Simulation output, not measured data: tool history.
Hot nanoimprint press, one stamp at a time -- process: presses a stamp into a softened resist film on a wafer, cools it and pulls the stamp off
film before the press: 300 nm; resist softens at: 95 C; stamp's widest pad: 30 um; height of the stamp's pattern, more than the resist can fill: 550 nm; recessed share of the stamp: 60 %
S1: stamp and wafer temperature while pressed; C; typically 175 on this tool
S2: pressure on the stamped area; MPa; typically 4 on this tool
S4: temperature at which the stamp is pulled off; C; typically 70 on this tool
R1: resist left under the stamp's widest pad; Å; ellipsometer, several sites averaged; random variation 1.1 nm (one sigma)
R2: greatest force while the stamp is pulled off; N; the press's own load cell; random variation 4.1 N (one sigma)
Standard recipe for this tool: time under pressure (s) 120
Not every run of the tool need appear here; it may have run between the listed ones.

run 1 day=0 | S1=175 S2=4 time_under_pressure_(s)=120 S4=70 | R1=1681 R2=225
run 2 day=0.733 | S1=175 S2=3.51 time_under_pressure_(s)=120 S4=70 | R1=1734 R2=232
run 3 day=1.229 | S1=170 S2=4 time_under_pressure_(s)=120 S4=70 | R1=1995 R2=234
run 4 day=1.567 | S1=175 S2=4 time_under_pressure_(s)=120 S4=70 | R1=1700 R2=234
run 5 day=2.012 | S1=165 S2=4 time_under_pressure_(s)=120 S4=70 | R1=2316 R2=236
run 6 day=2.408 | S1=165 S2=4 time_under_pressure_(s)=120 S4=70 | R1=2301 R2=238
run 7 day=2.75 | S1=165 S2=4 time_under_pressure_(s)=120 S4=70 | R1=2328 R2=231
run 8 day=3.488 | S1=165 S2=4 time_under_pressure_(s)=120 S4=64 | R1=2298 R2=270
run 9 day=3.892 | S1=175 S2=3.25 time_under_pressure_(s)=120 S4=70 | R1=1812 R2=236
run 10 day=4.625 | S1=175 S2=3.25 time_under_pressure_(s)=120 S4=70 | R1=1796 R2=239
run 11 day=5.121 | S1=175 S2=3.25 time_under_pressure_(s)=120 S4=70 | R1=1785 R2=235
run 12 day=5.438 | S1=175 S2=3.25 time_under_pressure_(s)=120 S4=70 | R1=1794 R2=237
run 13 day=6.042 | S1=175 S2=3.25 time_under_pressure_(s)=136 S4=70 | R1=1709 R2=239
run 14 day=6.396 | S1=168 S2=4 time_under_pressure_(s)=120 S4=70 | R1=2116 R2=234
-- day=6.958 stamp cleaned and given a new release coat
run 15 day=7.358 | S1=168 S2=4 time_under_pressure_(s)=120 S4=70 | R1=2110 R2=197
run 16 day=7.992 | S1=180 S2=5.21 time_under_pressure_(s)=217 S4=68 | R1=952 R2=218
run 17 day=8.408 | S1=174 S2=4 time_under_pressure_(s)=65 S4=65 | R1=2064 R2=225
run 18 day=9.15 | S1=174 S2=4 time_under_pressure_(s)=65 S4=65 | R1=2044 R2=234
run 19 day=9.475 | S1=174 S2=4 time_under_pressure_(s)=65 S4=65 | R1=2076 R2=230
-- day=9.638 plate thermocouple calibrated
run 20 day=10.208 | S1=175 S2=4.89 time_under_pressure_(s)=120 S4=70 | R1=1494 R2=204
run 21 day=10.862 | S1=175 S2=4.89 time_under_pressure_(s)=120 S4=70 | R1=1514 R2=208
run 22 day=11.362 | S1=181 S2=4 time_under_pressure_(s)=69 S4=70 | R1=1582 R2=208
run 23 day=11.838 | S1=181 S2=4.26 time_under_pressure_(s)=151 S4=70 | R1=1129 R2=198
run 24 day=12.558 | S1=181 S2=2.58 time_under_pressure_(s)=151 S4=61 | R1=1395 R2=262
run 25 day=12.862 | S1=177 S2=2.82 time_under_pressure_(s)=128 S4=74 | R1=1670 R2=182
run 26 day=13.192 | S1=177 S2=2.82 time_under_pressure_(s)=128 S4=74 | R1=1642 R2=178
run 27 day=13.688 | S1=177 S2=3.12 time_under_pressure_(s)=126 S4=74 | R1=1608 R2=177
-- day=13.929 plate thermocouple calibrated, once more
run 28 day=14.567 | S1=182 S2=4 time_under_pressure_(s)=136 S4=72 | R1=1232 R2=208
run 29 day=15.262 | S1=182 S2=4 time_under_pressure_(s)=136 S4=72 | R1=1214 R2=204

Each row is a separate what-if for the run after 29, all from the same tool condition, not one after another. Results?
run A day=15.683 | S1=175 S2=4 time_under_pressure_(s)=67 S4=70 | R1=? R2=?
run B day=15.683 | S1=177 S2=4 time_under_pressure_(s)=144 S4=72 | R1=? R2=?
run C day=15.683 | S1=182 S2=4 time_under_pressure_(s)=98 S4=66 | R1=? R2=?
run D day=15.683 | S1=175 S2=2.44 time_under_pressure_(s)=120 S4=70 | R1=? R2=?

run=A R1=2009 R2=220
run=B R1=1468 R2=205
run=C R1=1392 R2=244
run=D R1=1978 R2=220
Take away the tool's hidden state, keep each run's random variation, and the runs would have read:
run=A R1=2015 R2=201
run=B R1=1474 R2=187
run=C R1=1396 R2=222
run=D R1=1993 R2=201

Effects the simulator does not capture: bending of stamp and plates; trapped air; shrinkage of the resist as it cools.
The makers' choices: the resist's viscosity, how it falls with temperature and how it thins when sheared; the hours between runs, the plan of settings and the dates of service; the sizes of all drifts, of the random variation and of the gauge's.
